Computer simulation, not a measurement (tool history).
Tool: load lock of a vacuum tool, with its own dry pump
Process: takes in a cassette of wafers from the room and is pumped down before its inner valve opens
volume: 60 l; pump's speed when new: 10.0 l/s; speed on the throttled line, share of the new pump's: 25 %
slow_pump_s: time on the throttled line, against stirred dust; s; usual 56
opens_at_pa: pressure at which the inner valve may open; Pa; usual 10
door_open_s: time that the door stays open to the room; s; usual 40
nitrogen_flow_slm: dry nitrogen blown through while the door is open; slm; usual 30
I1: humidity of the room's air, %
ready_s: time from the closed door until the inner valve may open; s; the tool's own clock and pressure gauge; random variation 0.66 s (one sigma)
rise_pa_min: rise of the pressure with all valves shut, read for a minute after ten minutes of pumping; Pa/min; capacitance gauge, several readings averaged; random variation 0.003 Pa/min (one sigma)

run 1 day=0 | slow_pump_s=56 opens_at_pa=10 door_open_s=40 nitrogen_flow_slm=30 | I1=45.3 | ready_s=107.2 rise_pa_min=0.283
run 2 day=20.696 | slow_pump_s=56 opens_at_pa=10 door_open_s=40 nitrogen_flow_slm=30 | I1=43 | ready_s=106.4 rise_pa_min=0.31
run 3 day=44.883 | slow_pump_s=56 opens_at_pa=10 door_open_s=40 nitrogen_flow_slm=30 | I1=48.5 | ready_s=106.9 rise_pa_min=0.346
run 4 day=58.138 | slow_pump_s=56 opens_at_pa=10 door_open_s=40 nitrogen_flow_slm=30 | I1=46.4 | ready_s=108 rise_pa_min=0.357
run 5 day=77.25 | slow_pump_s=56 opens_at_pa=10 door_open_s=40 nitrogen_flow_slm=30 | I1=46 | ready_s=109.1 rise_pa_min=0.393
run 6 day=94.671 | slow_pump_s=56 opens_at_pa=10 door_open_s=40 nitrogen_flow_slm=30 | I1=45.4 | ready_s=108.9 rise_pa_min=0.402
run 7 day=112.271 | slow_pump_s=56 opens_at_pa=10 door_open_s=40 nitrogen_flow_slm=30 | I1=42.9 | ready_s=110.4 rise_pa_min=0.453
-- day=128.058 door's seal changed, seat wiped
run 8 day=131.992 | slow_pump_s=56 opens_at_pa=10 door_open_s=38 nitrogen_flow_slm=30 | I1=48.9 | ready_s=109.1 rise_pa_min=0.017
run 9 day=157.246 | slow_pump_s=56 opens_at_pa=10 door_open_s=38 nitrogen_flow_slm=30 | I1=44.2 | ready_s=111.5 rise_pa_min=0.018
-- day=161.95 dry pump taken out, an overhauled one fitted
run 10 day=173.817 | slow_pump_s=56 opens_at_pa=10 door_open_s=38 nitrogen_flow_slm=30 | I1=46.3 | ready_s=99.2 rise_pa_min=0.03
run 11 day=188.775 | slow_pump_s=56 opens_at_pa=10 door_open_s=40 nitrogen_flow_slm=12 | I1=42.7 | ready_s=97.4 rise_pa_min=0.044
run 12 day=215.879 | slow_pump_s=56 opens_at_pa=10 door_open_s=40 nitrogen_flow_slm=12 | I1=44.8 | ready_s=99.2 rise_pa_min=0.058
run 13 day=240.646 | slow_pump_s=56 opens_at_pa=10 door_open_s=40 nitrogen_flow_slm=12 | I1=43.2 | ready_s=99.9 rise_pa_min=0.075
run 14 day=262.829 | slow_pump_s=73 opens_at_pa=7 door_open_s=40 nitrogen_flow_slm=30 | I1=44.7 | ready_s=115.9 rise_pa_min=0.081
run 15 day=287.871 | slow_pump_s=35 opens_at_pa=11 door_open_s=46 nitrogen_flow_slm=10 | I1=47.7 | ready_s=85 rise_pa_min=0.11
run 16 day=315.333 | slow_pump_s=46 opens_at_pa=18 door_open_s=77 nitrogen_flow_slm=4 | I1=47 | ready_s=90.4 rise_pa_min=0.16
run 17 day=329.992 | slow_pump_s=99 opens_at_pa=18 door_open_s=77 nitrogen_flow_slm=4 | I1=47.4 | ready_s=130 rise_pa_min=0.172
run 18 day=343.254 | slow_pump_s=42 opens_at_pa=10 door_open_s=40 nitrogen_flow_slm=6 | I1=46.5 | ready_s=92.6 rise_pa_min=0.159
run 19 day=368.733 | slow_pump_s=61 opens_at_pa=11 door_open_s=170 nitrogen_flow_slm=34 | I1=47 | ready_s=105.9 rise_pa_min=0.177
run 20 day=393.396 | slow_pump_s=35 opens_at_pa=10 door_open_s=40 nitrogen_flow_slm=18 | I1=46.5 | ready_s=86.9 rise_pa_min=0.194
run 21 day=404.65 | slow_pump_s=57 opens_at_pa=10 door_open_s=40 nitrogen_flow_slm=17 | I1=47.6 | ready_s=103.8 rise_pa_min=0.213

Run 22 comes next. What will it give?
run 22 day=429.546 | slow_pump_s=28 opens_at_pa=7 door_open_s=142 nitrogen_flow_slm=25 | I1=43.4 | ready_s=? rise_pa_min=?

ready_s: 87.4 s
rise_pa_min: 0.247 Pa/min
Without the tool's hidden state the same run would have given ready_s 79.3 s, rise_pa_min 0.032 Pa/min.
